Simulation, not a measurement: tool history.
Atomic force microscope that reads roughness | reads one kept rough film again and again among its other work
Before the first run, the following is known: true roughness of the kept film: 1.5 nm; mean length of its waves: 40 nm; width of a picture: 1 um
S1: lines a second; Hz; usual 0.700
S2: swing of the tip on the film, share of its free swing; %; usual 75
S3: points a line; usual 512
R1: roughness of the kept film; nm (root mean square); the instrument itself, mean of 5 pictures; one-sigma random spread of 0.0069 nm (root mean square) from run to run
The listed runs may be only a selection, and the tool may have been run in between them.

run	hour	S1	S2	S3	R1
1	0.0	0.700	75	512	1.376
2	6.4	0.700	75	512	1.385
3	13.5	0.700	75	512	1.375
4	20.3	0.700	75	512	1.372
5	27.1	0.700	75	512	1.373
6	35.7	0.700	88	512	1.332
7	39.7	0.700	88	512	1.331
8	46.9	0.700	88	512	1.322
9	51.2	0.700	75	512	1.367
10	56.5	0.700	75	432	1.363
11	65.3	0.700	75	432	1.359
12	72.3	0.700	75	504	1.356
13	79.4	0.700	75	504	1.358
14	84.3	0.700	59	504	1.397
15	91.5	0.700	59	504	1.380
16	96.8	0.700	59	504	1.386
17	101.3	0.700	59	504	1.390
18	105.3	1.739	75	999	1.285
19	110.1	0.700	62	291	1.368
20	119.3	2.637	57	512	1.350
21	125.5	0.700	75	900	1.341
22	129.9	3.955	68	1020	1.214
23	136.2	1.359	75	799	1.309

Alternative continuations, all from the tool just after run 23; predict every row:
A	141.5	0.665	78	279	?
B	141.5	2.052	75	512	?
C	141.5	0.906	57	338	?
D	141.5	1.038	75	512	?
E	141.5	1.356	84	831	?

run	R1
A	1.338
B	1.251
C	1.365
D	1.323
E	1.244
The same runs, with their run-to-run variation unchanged, on a tool lacking any hidden condition would have given:
run	R1
A	1.409
B	1.318
C	1.437
D	1.393
E	1.310
